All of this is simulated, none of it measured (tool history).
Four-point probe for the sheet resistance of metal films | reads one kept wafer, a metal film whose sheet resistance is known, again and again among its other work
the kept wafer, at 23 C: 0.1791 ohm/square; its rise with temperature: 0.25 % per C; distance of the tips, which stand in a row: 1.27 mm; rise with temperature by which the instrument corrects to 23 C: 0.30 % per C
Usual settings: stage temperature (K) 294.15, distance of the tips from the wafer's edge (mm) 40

run,hour,stage temperature (K),distance of the tips from the wafer's edge (mm),sheet resistance as the instrument gives it (ohm/square)
1,0,294.15,40,0.17843
2,19.3,294.15,27,0.178506
3,51,294.15,27,0.178445
4,92.2,294.15,27,0.178431
5,109,294.15,27,0.178463
6,143.3,296.15,40,0.178113
7,184.2,296.15,40,0.178107
8,207.7,292.15,40,0.178465
9,237.1,303.15,40,0.177483
10,275.7,297.15,40,0.177976
11,301.7,297.15,40,0.177945
12,333.7,297.15,40,0.17786
13,351.5,297.15,40,0.177927
14,389.7,297.15,40,0.177835
15,416.5,294.15,12,0.179073
16,448.6,294.15,12,0.179074
17,473.9,294.15,12,0.179042
18,498.5,294.15,12,0.179082
19,526.9,294.15,12,0.179027
20,558.3,294.15,12,0.178999
21,594.9,294.15,26,0.178115
22,632.9,294.15,26,0.178199
23,667.6,305.15,7,0.18
24,699.9,305.15,7,0.179991

The next listed run, before its measurement:
25,725.2,298.15,5,?

sheet resistance as the instrument gives it (ohm/square): 0.183421
Without the tool's hidden state the same run would have given sheet resistance as the instrument gives it (ohm/square) 0.184943.
